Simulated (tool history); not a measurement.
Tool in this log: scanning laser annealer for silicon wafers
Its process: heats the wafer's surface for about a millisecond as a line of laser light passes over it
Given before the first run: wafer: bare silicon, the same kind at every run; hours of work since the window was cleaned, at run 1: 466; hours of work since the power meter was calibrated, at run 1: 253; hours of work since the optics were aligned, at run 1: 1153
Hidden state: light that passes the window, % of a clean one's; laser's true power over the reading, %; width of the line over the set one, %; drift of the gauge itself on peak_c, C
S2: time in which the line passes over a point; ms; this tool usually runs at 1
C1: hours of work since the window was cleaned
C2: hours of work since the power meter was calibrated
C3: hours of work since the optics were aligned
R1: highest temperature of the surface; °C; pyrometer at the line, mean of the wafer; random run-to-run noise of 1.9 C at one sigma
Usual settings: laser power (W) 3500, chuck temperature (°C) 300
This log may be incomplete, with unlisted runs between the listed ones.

run 1 hour=0 | laser_power_(W)=3500 S2=1 chuck_temperature_(°C)=300 | C1=466 C2=253 C3=1153 | R1=1088
run 2 hour=10.1 | laser_power_(W)=3500 S2=1 chuck_temperature_(°C)=300 | C1=472 C2=259 C3=1159 | R1=1081
run 3 hour=24.7 | laser_power_(W)=3500 S2=1 chuck_temperature_(°C)=300 | C1=480 C2=268 C3=1168 | R1=1087
run 4 hour=38.9 | laser_power_(W)=3500 S2=1 chuck_temperature_(°C)=300 | C1=489 C2=276 C3=1176 | R1=1086
run 5 hour=51.9 | laser_power_(W)=3500 S2=1 chuck_temperature_(°C)=300 | C1=496 C2=284 C3=1184 | R1=1086
run 6 hour=60.9 | laser_power_(W)=3500 S2=1 chuck_temperature_(°C)=300 | C1=502 C2=289 C3=1189 | R1=1085
run 7 hour=76.9 | laser_power_(W)=2979 S2=1 chuck_temperature_(°C)=300 | C1=511 C2=299 C3=1198 | R1=940
run 8 hour=83.9 | laser_power_(W)=3500 S2=1 chuck_temperature_(°C)=300 | C1=515 C2=303 C3=1202 | R1=1084
run 9 hour=97.9 | laser_power_(W)=3500 S2=1.2 chuck_temperature_(°C)=300 | C1=523 C2=311 C3=1211 | R1=1173
run 10 hour=111.3 | laser_power_(W)=3500 S2=1.2 chuck_temperature_(°C)=300 | C1=531 C2=319 C3=1219 | R1=1171
run 11 hour=118.9 | laser_power_(W)=3500 S2=0.81 chuck_temperature_(°C)=300 | C1=536 C2=323 C3=1223 | R1=997
run 12 hour=127.4 | laser_power_(W)=3500 S2=0.81 chuck_temperature_(°C)=300 | C1=541 C2=328 C3=1228 | R1=995
run 13 hour=143.2 | laser_power_(W)=3500 S2=0.81 chuck_temperature_(°C)=300 | C1=550 C2=338 C3=1237 | R1=995
run 14 hour=155.4 | laser_power_(W)=3500 S2=1.18 chuck_temperature_(°C)=261 | C1=557 C2=345 C3=1245 | R1=1123
run 15 hour=164 | laser_power_(W)=3108 S2=0.93 chuck_temperature_(°C)=261 | C1=562 C2=350 C3=1250 | R1=910
run 16 hour=179.8 | laser_power_(W)=3108 S2=0.93 chuck_temperature_(°C)=261 | C1=572 C2=359 C3=1259 | R1=911
run 17 hour=195 | laser_power_(W)=3108 S2=0.93 chuck_temperature_(°C)=261 | C1=580 C2=368 C3=1268 | R1=910
run 18 hour=205.2 | laser_power_(W)=3326 S2=0.93 chuck_temperature_(°C)=284 | C1=586 C2=374 C3=1274 | R1=989
run 19 hour=219.4 | laser_power_(W)=3532 S2=0.8 chuck_temperature_(°C)=311 | C1=595 C2=382 C3=1282 | R1=1008
run 20 hour=227.8 | laser_power_(W)=3500 S2=1 chuck_temperature_(°C)=328 | C1=600 C2=387 C3=1287 | R1=1110
run 21 hour=235.1 | laser_power_(W)=3500 S2=1 chuck_temperature_(°C)=328 | C1=604 C2=392 C3=1291 | R1=1109
run 22 hour=246.3 | laser_power_(W)=3500 S2=0.76 chuck_temperature_(°C)=307 | C1=611 C2=398 C3=1298 | R1=980
run 23 hour=256.5 | laser_power_(W)=3203 S2=1 chuck_temperature_(°C)=325 | C1=617 C2=404 C3=1304 | R1=1027

Run 24 has not been measured yet. What should we expect?
run 24 hour=271.4 | laser_power_(W)=3203 S2=1 chuck_temperature_(°C)=325 | C1=625 C2=413 C3=1313 | R1=?

For run 24 the tool returned R1 1029 °C.
Without the tool's hidden state the same run would have given R1 1031 °C.

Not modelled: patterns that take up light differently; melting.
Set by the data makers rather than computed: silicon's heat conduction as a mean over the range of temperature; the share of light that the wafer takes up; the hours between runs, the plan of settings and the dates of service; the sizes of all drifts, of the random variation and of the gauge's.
